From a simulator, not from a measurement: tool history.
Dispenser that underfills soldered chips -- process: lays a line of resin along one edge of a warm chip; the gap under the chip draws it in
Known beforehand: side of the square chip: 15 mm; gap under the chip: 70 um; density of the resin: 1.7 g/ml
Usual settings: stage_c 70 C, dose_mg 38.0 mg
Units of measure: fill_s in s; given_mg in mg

run 1 hour=0.0 | stage_c=70 dose_mg=38.0 | fill_s=254.2 given_mg=36.77
run 2 hour=4.9 | stage_c=70 dose_mg=38.0 | fill_s=282.9 given_mg=36.34
-- hour=5.9 new syringe of resin
run 3 hour=13.2 | stage_c=70 dose_mg=38.0 | fill_s=233.2 given_mg=36.32
run 4 hour=20.3 | stage_c=70 dose_mg=35.5 | fill_s=281.6 given_mg=33.48
-- hour=22.3 new syringe of resin
run 5 hour=26.7 | stage_c=70 dose_mg=35.5 | fill_s=233.0 given_mg=33.59
run 6 hour=33.7 | stage_c=70 dose_mg=35.5 | fill_s=273.5 given_mg=33.48
-- hour=38.1 new syringe of resin
run 7 hour=42.4 | stage_c=70 dose_mg=33.2 | fill_s=238.2 given_mg=31.22
run 8 hour=46.9 | stage_c=73 dose_mg=33.2 | fill_s=228.9 given_mg=31.14
-- hour=54.4 new syringe of resin
run 9 hour=55.2 | stage_c=73 dose_mg=33.2 | fill_s=198.6 given_mg=31.33
run 10 hour=62.8 | stage_c=73 dose_mg=35.0 | fill_s=231.0 given_mg=32.43
-- hour=69.0 dispensing valve cleaned and set on the balance
run 11 hour=70.0 | stage_c=73 dose_mg=35.0 | fill_s=257.7 given_mg=34.70
-- hour=71.7 new syringe of resin
run 12 hour=75.0 | stage_c=73 dose_mg=35.0 | fill_s=200.9 given_mg=34.99
run 13 hour=83.2 | stage_c=73 dose_mg=35.0 | fill_s=236.1 given_mg=34.82
run 14 hour=86.8 | stage_c=83 dose_mg=44.6 | fill_s=166.3 given_mg=43.95
-- hour=87.5 new syringe of resin
run 15 hour=90.9 | stage_c=83 dose_mg=44.6 | fill_s=127.3 given_mg=44.22
run 16 hour=95.9 | stage_c=83 dose_mg=47.2 | fill_s=141.3 given_mg=46.89
-- hour=103.4 new syringe of resin
run 17 hour=104.4 | stage_c=83 dose_mg=47.2 | fill_s=120.7 given_mg=46.32
run 18 hour=111.7 | stage_c=80 dose_mg=37.7 | fill_s=163.9 given_mg=36.88

Predict each of these 4 candidate next runs independently; none follows another, all start after run 18:
run A hour=118.9 | stage_c=74 dose_mg=39.7 | fill_s=? given_mg=?
run B hour=118.9 | stage_c=60 dose_mg=46.5 | fill_s=? given_mg=?
run C hour=118.9 | stage_c=70 dose_mg=47.5 | fill_s=? given_mg=?
run D hour=118.9 | stage_c=61 dose_mg=36.9 | fill_s=? given_mg=?

run=A fill_s=246.7 given_mg=39.05
run=B fill_s=440.1 given_mg=45.41
run=C fill_s=283.3 given_mg=46.53
run=D fill_s=418.4 given_mg=36.14
Without the tool's unlogged condition, the same runs would have read:
run=A fill_s=167.7 given_mg=39.91
run=B fill_s=298.8 given_mg=46.41
run=C fill_s=193.0 given_mg=47.55
run=D fill_s=283.3 given_mg=36.93
